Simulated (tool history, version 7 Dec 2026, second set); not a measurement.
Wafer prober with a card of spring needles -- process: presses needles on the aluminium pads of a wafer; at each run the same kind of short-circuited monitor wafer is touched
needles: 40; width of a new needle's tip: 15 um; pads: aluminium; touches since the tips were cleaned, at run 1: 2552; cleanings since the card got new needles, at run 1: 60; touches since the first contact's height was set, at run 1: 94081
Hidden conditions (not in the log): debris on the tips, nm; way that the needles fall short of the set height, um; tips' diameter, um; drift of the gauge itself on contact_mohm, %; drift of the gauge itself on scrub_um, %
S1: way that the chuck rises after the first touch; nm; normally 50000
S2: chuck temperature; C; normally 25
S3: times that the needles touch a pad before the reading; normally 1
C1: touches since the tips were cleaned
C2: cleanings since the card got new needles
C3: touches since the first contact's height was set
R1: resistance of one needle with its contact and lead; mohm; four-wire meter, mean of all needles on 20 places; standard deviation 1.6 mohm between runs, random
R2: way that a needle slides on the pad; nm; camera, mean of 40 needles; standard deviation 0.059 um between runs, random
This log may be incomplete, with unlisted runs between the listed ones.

Run 1, hour 0: usual settings; C1 2552; C2 60; C3 94081. Result: R1 287 mohm, R2 10410 nm.
At hour 1.5: tips cleaned on abrasive film.
At hour 8.4: tips cleaned on abrasive film.
At hour 15.4: tips cleaned on abrasive film.
At hour 22.4: tips cleaned on abrasive film.
At hour 24.1: height of the first contact set anew.
At hour 29.7: tips cleaned on abrasive film.
At hour 36.6: tips cleaned on abrasive film.
At hour 42.2: tips cleaned on abrasive film.
At hour 49.2: tips cleaned on abrasive film.
At hour 56.2: tips cleaned on abrasive film.
Run 2, hour 56.4: usual settings; C1 126; C2 69; C3 15836. Result: R1 180 mohm, R2 10020 nm.
At hour 62: tips cleaned on abrasive film.
At hour 67.6: tips cleaned on abrasive film.
At hour 74.6: tips cleaned on abrasive film.
At hour 81.5: tips cleaned on abrasive film.
At hour 88.5: tips cleaned on abrasive film.
At hour 95.5: tips cleaned on abrasive film.
At hour 102.5: tips cleaned on abrasive film.
At hour 108: tips cleaned on abrasive film.
At hour 115: tips cleaned on abrasive film.
At hour 122: tips cleaned on abrasive film.
At hour 129: tips cleaned on abrasive film.
Run 3, hour 130.7: usual settings but S2 28 C; C1 854; C2 80; C3 52206. Result: R1 240 mohm, R2 9990 nm.
At hour 134.9: tips cleaned on abrasive film.
At hour 140.5: tips cleaned on abrasive film.
At hour 147.5: tips cleaned on abrasive film.
At hour 154.4: tips cleaned on abrasive film.
At hour 161.4: tips cleaned on abrasive film.
At hour 168.4: tips cleaned on abrasive film.
At hour 175.3: tips cleaned on abrasive film.
At hour 182.3: tips cleaned on abrasive film.
Run 4, hour 183.5: usual settings; C1 573; C2 88; C3 78050. Result: R1 214 mohm, R2 9830 nm.
At hour 189.1: tips cleaned on abrasive film.
At hour 194.7: tips cleaned on abrasive film.
At hour 201.6: tips cleaned on abrasive film.
At hour 208.6: tips cleaned on abrasive film.
At hour 215.6: tips cleaned on abrasive film.
At hour 222.5: tips cleaned on abrasive film.
At hour 229.5: tips cleaned on abrasive film.
At hour 235.2: tips cleaned on abrasive film.
Run 5, hour 235.2: usual settings but S3 2; C1 0; C2 96; C3 103380. Result: R1 172 mohm, R2 9550 nm.
At hour 239.7: height of the first contact set anew.
At hour 241.1: tips cleaned on abrasive film.
At hour 248.1: tips cleaned on abrasive film.
At hour 255.1: tips cleaned on abrasive film.
At hour 262: tips cleaned on abrasive film.
At hour 269: tips cleaned on abrasive film.
At hour 276: tips cleaned on abrasive film.
At hour 282.9: tips cleaned on abrasive film.
At hour 286: height of the first contact set anew, once more.
At hour 288.8: tips cleaned on abrasive film.
At hour 295.8: tips cleaned on abrasive film.
At hour 302.8: tips cleaned on abrasive film.
Run 6, hour 308.2: usual settings but S3 2; C1 2712; C2 106; C3 10909. Result: R1 244 mohm, R2 10720 nm.
At hour 309.7: tips cleaned on abrasive film.
At hour 316.7: tips cleaned on abrasive film.
At hour 323.7: tips cleaned on abrasive film.
At hour 330.6: tips cleaned on abrasive film.
At hour 337.6: tips cleaned on abrasive film.
At hour 344.6: tips cleaned on abrasive film.
At hour 351.5: tips cleaned on abrasive film.
At hour 358.5: tips cleaned on abrasive film.
At hour 365.5: tips cleaned on abrasive film.
At hour 372.4: tips cleaned on abrasive film.
At hour 378: tips cleaned on abrasive film.
Run 7, hour 379.2: usual settings but S3 2; C1 598; C2 117; C3 45660. Result: R1 195 mohm, R2 10630 nm.
At hour 384.8: tips cleaned on abrasive film.
At hour 390.4: tips cleaned on abrasive film.
At hour 397.4: tips cleaned on abrasive film.
At hour 403: tips cleaned on abrasive film.
At hour 410: tips cleaned on abrasive film.
At hour 416.9: tips cleaned on abrasive film.
At hour 423.9: tips cleaned on abrasive film.
At hour 430.9: tips cleaned on abrasive film.
Run 8, hour 433.7: usual settings; C1 1419; C2 125; C3 72353. Result: R1 266 mohm, R2 10550 nm.
At hour 436.6: tips cleaned on abrasive film.
At hour 443.6: tips cleaned on abrasive film.
At hour 450.5: tips cleaned on abrasive film.
At hour 457.5: tips cleaned on abrasive film.
At hour 464.5: tips cleaned on abrasive film.
At hour 470.1: tips cleaned on abrasive film.
At hour 477: tips cleaned on abrasive film.
At hour 484: tips cleaned on abrasive film.
At hour 491: tips cleaned on abrasive film.
At hour 497.9: tips cleaned on abrasive film.
At hour 502.4: height of the first contact set anew.
Run 9, hour 503.3: usual settings but S3 2; C1 2491; C2 135; C3 442. Result: R1 249 mohm, R2 10980 nm.

Estimate the outcome of run 10 from the log above:
At hour 504.7: tips cleaned on abrasive film.
At hour 511.7: tips cleaned on abrasive film.
At hour 518.7: tips cleaned on abrasive film.
At hour 525.6: tips cleaned on abrasive film.
At hour 532.6: tips cleaned on abrasive film.
At hour 539.6: tips cleaned on abrasive film.
At hour 546.6: tips cleaned on abrasive film.
At hour 553.5: tips cleaned on abrasive film.
At hour 560.5: tips cleaned on abrasive film.
At hour 567.5: tips cleaned on abrasive film.
At hour 573.7: tips cleaned on abrasive film.
Run 10, hour 573.7: usual settings but S2 64 C; C1 0; C2 146; C3 34909. Result: R1 ?, R2 ?.

{"run 10": {"R1": 180, "R2": 10860}}
With no hidden state in the tool, this same run would have given R1 166 mohm, R2 11020 nm.
